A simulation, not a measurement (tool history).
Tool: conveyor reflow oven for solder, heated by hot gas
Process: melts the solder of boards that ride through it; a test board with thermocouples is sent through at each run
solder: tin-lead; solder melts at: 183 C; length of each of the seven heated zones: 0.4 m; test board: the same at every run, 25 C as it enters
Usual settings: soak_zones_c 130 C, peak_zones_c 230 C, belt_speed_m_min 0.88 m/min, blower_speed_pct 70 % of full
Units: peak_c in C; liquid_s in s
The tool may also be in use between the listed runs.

run	hour	soak_zones_c	peak_zones_c	belt_speed_m_min	blower_speed_pct	peak_c	liquid_s
1	0	130	230	0.88	70	209.5	34.01
2	29.4	130	230	0.88	70	209.7	33.74
3	64.3	130	230	0.88	70	209.2	33.54
4	97.5	130	230	0.88	70	208.9	33.41
5	133.3	130	230	0.88	66	207.5	32.23
6	167.2	130	230	0.88	70	208.4	33.16
7	185	130	230	0.88	70	208.6	32.96
8	218.1	130	230	0.88	70	208.2	32.71
# hour 245.5: flux residue cleaned out of gas plates and filters
9	248.5	130	230	0.88	70	209.5	34.23
10	271.8	116	230	0.88	70	206.8	28.86
11	295.4	116	230	0.88	70	206.6	28.85
12	329.9	116	230	0.88	70	206.4	28.65
13	359.1	130	230	0.88	70	209.2	33.64
14	390	130	230	0.88	70	208.8	33.55
15	410.7	130	230	0.88	70	208.7	33.41
# hour 425.5: thermocouples of zones 6 and 7 changed
16	434.2	130	230	0.88	70	209	33.67
17	469.4	130	230	0.973	78	207.6	29.03
18	498.5	130	230	0.973	78	207.5	28.93
19	513.6	130	219	0.949	65	195.3	18.71
# hour 528.7: flux residue cleaned out of gas plates and filters
20	552.1	136	230	0.88	66	210.2	35.99
21	584.8	136	230	0.88	66	209.9	35.86
22	600.2	136	240	0.88	70	219.8	41.83
23	615.9	126	233	0.783	69	215.3	42.22
24	651.3	130	244	0.88	70	221.6	41.5
25	666.5	127	234	0.855	77	215.4	38.85
26	690.4	129	228	0.855	54	203.3	28.75
27	706.1	127	241	0.855	54	213.2	36.28
28	738.6	127	241	0.855	54	212.9	36.29
29	767.7	127	241	0.855	54	212.8	36.11
30	793.8	127	241	0.855	54	212.8	35.89
# hour 808.9: flux residue cleaned out of gas plates and filters
31	831.4	130	243	0.73	70	227.7	54.22

Forecast each of these 3 alternatives for the next run:
A	863.5	116	230	0.895	70	?	?
B	863.5	130	228	0.73	70	?	?
C	863.5	132	226	0.88	71	?	?

run	peak_c	liquid_s
A	206.4	28.4
B	214.1	46.62
C	207.3	33.15
Without the tool's hidden state the same runs would have given:
run	peak_c	liquid_s
A	206.6	28.03
B	214.4	46
C	207.5	32.74
